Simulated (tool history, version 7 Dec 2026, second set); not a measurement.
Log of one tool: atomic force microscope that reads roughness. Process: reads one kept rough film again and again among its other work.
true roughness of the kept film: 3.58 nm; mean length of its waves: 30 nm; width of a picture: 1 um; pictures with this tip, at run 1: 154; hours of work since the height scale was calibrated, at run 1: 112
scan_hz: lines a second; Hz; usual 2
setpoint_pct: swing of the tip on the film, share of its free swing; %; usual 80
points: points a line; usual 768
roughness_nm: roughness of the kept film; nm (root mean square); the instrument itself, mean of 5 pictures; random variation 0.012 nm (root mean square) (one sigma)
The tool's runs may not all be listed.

run   hour  scan_hz  setpoint_pct  points  pictures with this tip  hours of work since the height scale was calibrated  roughness_nm
  1      0        2            80     768                     154                                                  112         2.848
  2    9.7        2            80     768                     166                                                  118          2.85
  3     18        2            80     553                     176                                                  123         2.828
      22.7  -- new tip fitted
  4   28.3        2            78     768                       7                                                  129         2.904
  5   37.2        2            78     768                      18                                                  135         2.895
  6   50.3        2            78     768                      34                                                  143         2.901
  7   57.2      2.4            80     768                      42                                                  147         2.783
  8   64.7      2.4            80     768                      52                                                  151         2.786
  9   73.5        2            65     768                      63                                                  157         3.088
 10   87.3        1            65     768                      80                                                  165         3.192
 11   98.3        1            65     411                      94                                                  172         3.198
 12    105        1            65     411                     102                                                  176         3.184
 13  113.5        1            65     411                     112                                                  181         3.189
 14    122        1            65     411                     123                                                  186         3.181
 15  136.5        1            65     411                     141                                                  195         3.183
 16  147.5        1            65     411                     155                                                  202         3.173
 17  162.5        2            80     768                     173                                                  211         2.861
     170.2  -- new tip fitted
 18  176.4        2            78     768                       8                                                  219         2.934
 19  183.3        2            80     768                      17                                                  223         2.858
 20  196.7        2            80     768                      33                                                  231         2.879
 21  210.7        2            80     768                      51                                                  240          2.87
 22  218.8        2            80     332                      61                                                  245         2.832
 23  229.2        2            74     768                      74                                                  251         2.981
 24    243     1.59            78    1006                      91                                                  259         2.984
 25  252.3     0.95            70     395                     102                                                  265         3.166
 26  267.3     1.72            80     428                     121                                                  274         2.892
 27  275.7     1.72            80     428                     132                                                  279         2.897
 28  286.5     1.72            80     428                     145                                                  286         2.917
 29  298.7     2.64            57     336                     160                                                  293         3.104
 30  307.3     2.64            57     336                     171                                                  298         3.152
     316.8  -- new tip fitted
 31  316.8        2            88     725                       0                                                  304         2.709
 32  330.3     2.33            79     747                      17                                                  312         2.824
 33  340.6     1.24            84     337                      30                                                  318         2.967
 34  347.9     0.62            79     464                      39                                                  323         3.143
 35  354.1     0.62            79     464                      46                                                  327         3.174
 36  364.9     0.62            79     464                      60                                                  333         3.137
 37  380.2     0.62            79     464                      79                                                  342         3.141
 38  390.1     1.34            70     452                      91                                                  348          3.09
 39  396.5     1.44            66     452                      99                                                  352         3.115
 40  404.8     1.44            81     452                     109                                                  357         2.926
 41  413.2     1.44            81     452                     120                                                  362         2.949
 42  423.3     1.44            81     452                     132                                                  369         2.944
 43  433.2     1.44            81     452                     145                                                  375         2.954
 44  441.3     1.44            81     452                     155                                                  379         2.937

Forecast each of these 3 alternatives for the next run:
  A  456.4        2            76     303                     173                                                  389             ?
  B  456.4     0.98            74     284                     173                                                  389             ?
  C  456.4     0.86            55     705                     173                                                  389             ?

run  roughness_nm
  A         2.895
  B         3.097
  C         3.243
Without the tool's hidden state the same runs would have given:
run  roughness_nm
  A         2.905
  B         3.108
  C         3.255
